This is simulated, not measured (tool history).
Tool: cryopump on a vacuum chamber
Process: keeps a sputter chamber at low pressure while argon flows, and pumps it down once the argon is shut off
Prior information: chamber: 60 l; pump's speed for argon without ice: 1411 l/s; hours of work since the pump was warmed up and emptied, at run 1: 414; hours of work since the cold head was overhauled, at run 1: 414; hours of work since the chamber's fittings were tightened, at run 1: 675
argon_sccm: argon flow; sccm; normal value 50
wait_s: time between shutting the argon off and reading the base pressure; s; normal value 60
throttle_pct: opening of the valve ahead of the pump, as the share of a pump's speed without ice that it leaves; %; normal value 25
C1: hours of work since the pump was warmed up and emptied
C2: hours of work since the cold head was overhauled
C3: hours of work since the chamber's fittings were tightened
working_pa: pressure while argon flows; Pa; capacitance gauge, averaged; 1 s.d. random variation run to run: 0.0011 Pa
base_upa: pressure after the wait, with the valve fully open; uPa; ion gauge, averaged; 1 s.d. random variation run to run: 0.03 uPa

run 1 day=0.000 | argon_sccm=50 wait_s=60 throttle_pct=25 | C1=414 C2=414 C3=675 | working_pa=0.2440 base_upa=2.14
run 2 day=0.938 | argon_sccm=50 wait_s=60 throttle_pct=25 | C1=433 C2=433 C3=694 | working_pa=0.2458 base_upa=2.12
run 3 day=1.767 | argon_sccm=24 wait_s=60 throttle_pct=25 | C1=450 C2=450 C3=711 | working_pa=0.1180 base_upa=2.23
run 4 day=2.258 | argon_sccm=24 wait_s=60 throttle_pct=25 | C1=460 C2=460 C3=721 | working_pa=0.1175 base_upa=2.18
run 5 day=2.908 | argon_sccm=50 wait_s=247 throttle_pct=25 | C1=473 C2=473 C3=734 | working_pa=0.2444 base_upa=1.26
run 6 day=3.388 | argon_sccm=50 wait_s=60 throttle_pct=25 | C1=483 C2=483 C3=744 | working_pa=0.2472 base_upa=2.25
run 7 day=3.933 | argon_sccm=50 wait_s=60 throttle_pct=25 | C1=494 C2=494 C3=755 | working_pa=0.2485 base_upa=2.24
run 8 day=4.879 | argon_sccm=50 wait_s=60 throttle_pct=25 | C1=514 C2=514 C3=775 | working_pa=0.2453 base_upa=2.24
run 9 day=5.542 | argon_sccm=90 wait_s=61 throttle_pct=25 | C1=527 C2=527 C3=788 | working_pa=0.4461 base_upa=2.29
run 10 day=6.533 | argon_sccm=96 wait_s=61 throttle_pct=24 | C1=548 C2=548 C3=809 | working_pa=0.4908 base_upa=2.26
run 11 day=7.088 | argon_sccm=96 wait_s=61 throttle_pct=24 | C1=559 C2=559 C3=820 | working_pa=0.4934 base_upa=2.38
run 12 day=7.725 | argon_sccm=96 wait_s=136 throttle_pct=50 | C1=572 C2=572 C3=833 | working_pa=0.2445 base_upa=1.65
run 13 day=8.538 | argon_sccm=50 wait_s=128 throttle_pct=20 | C1=589 C2=589 C3=850 | working_pa=0.3064 base_upa=1.70
run 14 day=9.500 | argon_sccm=50 wait_s=128 throttle_pct=20 | C1=609 C2=609 C3=869 | working_pa=0.3078 base_upa=1.74
run 15 day=10.462 | argon_sccm=50 wait_s=128 throttle_pct=20 | C1=628 C2=628 C3=889 | working_pa=0.3080 base_upa=1.77
run 16 day=11.104 | argon_sccm=37 wait_s=128 throttle_pct=28 | C1=641 C2=641 C3=902 | working_pa=0.1652 base_upa=1.78

Predict each of these 3 candidate next runs independently; none follows another, all start after run 16:
run A day=11.871 | argon_sccm=22 wait_s=170 throttle_pct=28 | C1=657 C2=657 C3=918 | working_pa=? base_upa=?
run B day=11.871 | argon_sccm=37 wait_s=128 throttle_pct=28 | C1=657 C2=657 C3=918 | working_pa=? base_upa=?
run C day=11.871 | argon_sccm=73 wait_s=110 throttle_pct=27 | C1=657 C2=657 C3=918 | working_pa=? base_upa=?

run=A working_pa=0.0980 base_upa=1.66
run=B working_pa=0.1644 base_upa=1.83
run=C working_pa=0.3376 base_upa=1.94
With no hidden state in the tool, these same runs would have given:
run=A working_pa=0.0940 base_upa=0.67
run=B working_pa=0.1576 base_upa=0.83
run=C working_pa=0.3242 base_upa=0.93

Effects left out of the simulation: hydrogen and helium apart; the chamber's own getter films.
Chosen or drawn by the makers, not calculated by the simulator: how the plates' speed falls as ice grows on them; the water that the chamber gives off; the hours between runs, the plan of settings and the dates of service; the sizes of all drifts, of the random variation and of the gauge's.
